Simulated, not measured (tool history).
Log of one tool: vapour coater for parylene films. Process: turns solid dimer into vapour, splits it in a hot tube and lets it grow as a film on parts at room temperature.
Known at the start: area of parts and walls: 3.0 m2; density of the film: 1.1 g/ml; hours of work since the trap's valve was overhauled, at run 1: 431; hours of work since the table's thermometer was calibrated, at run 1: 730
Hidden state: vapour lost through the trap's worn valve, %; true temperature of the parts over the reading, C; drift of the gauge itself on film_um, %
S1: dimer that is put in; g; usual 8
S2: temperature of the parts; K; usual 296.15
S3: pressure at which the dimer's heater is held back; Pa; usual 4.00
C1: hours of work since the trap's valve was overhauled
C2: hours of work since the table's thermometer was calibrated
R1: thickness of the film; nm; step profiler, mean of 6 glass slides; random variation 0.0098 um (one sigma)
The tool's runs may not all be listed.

run	hour	S1	S2	S3	C1	C2	R1
1	0.0	8	296.15	4.00	431	730	1175
2	39.2	8	288.15	4.00	462	761	1706
3	98.1	8	292.15	4.00	510	809	1402
# hour 145.9: trap's valve overhauled
4	157.0	8	292.15	4.00	9	853	1501
5	207.9	8	292.15	4.00	50	894	1479
6	246.4	8	292.15	4.00	81	925	1461
7	305.3	8	292.15	4.00	129	973	1471
# hour 311.5: table's thermometer calibrated
8	341.5	8	293.15	4.00	157	24	1442
9	396.9	12	293.15	4.00	202	69	2123
10	445.7	12	293.15	11.16	241	108	1682
11	476.2	8	296.15	4.00	266	133	1258
# hour 520.7: table's thermometer calibrated, once more
12	533.1	8	296.15	4.00	311	10	1149
13	601.9	3	305.15	3.45	367	66	291
14	645.1	3	305.15	4.98	402	101	262
15	688.6	3	305.15	4.98	437	136	273
16	753.0	3	305.15	4.98	489	188	264
17	806.9	8	301.15	2.81	532	231	982
# hour 827.2: trap's valve overhauled
18	871.9	5	291.15	3.03	36	280	1011
19	912.6	8	289.15	3.07	69	313	1755
20	976.2	12	289.15	3.07	120	365	2638
21	1038.9	9	289.15	4.82	171	415	1771

4 ways to go on from here, each from the tool as it stands after run 21. What would each give?
A	1083.8	6	296.15	4.00	207	452	?
B	1083.8	8	305.15	4.54	207	452	?
C	1083.8	5	291.15	4.00	207	452	?
D	1083.8	7	294.15	11.33	207	452	?

run	R1
A	887
B	764
C	942
D	894
Without the tool's hidden state the same runs would have given:
run	R1
A	896
B	772
C	951
D	903
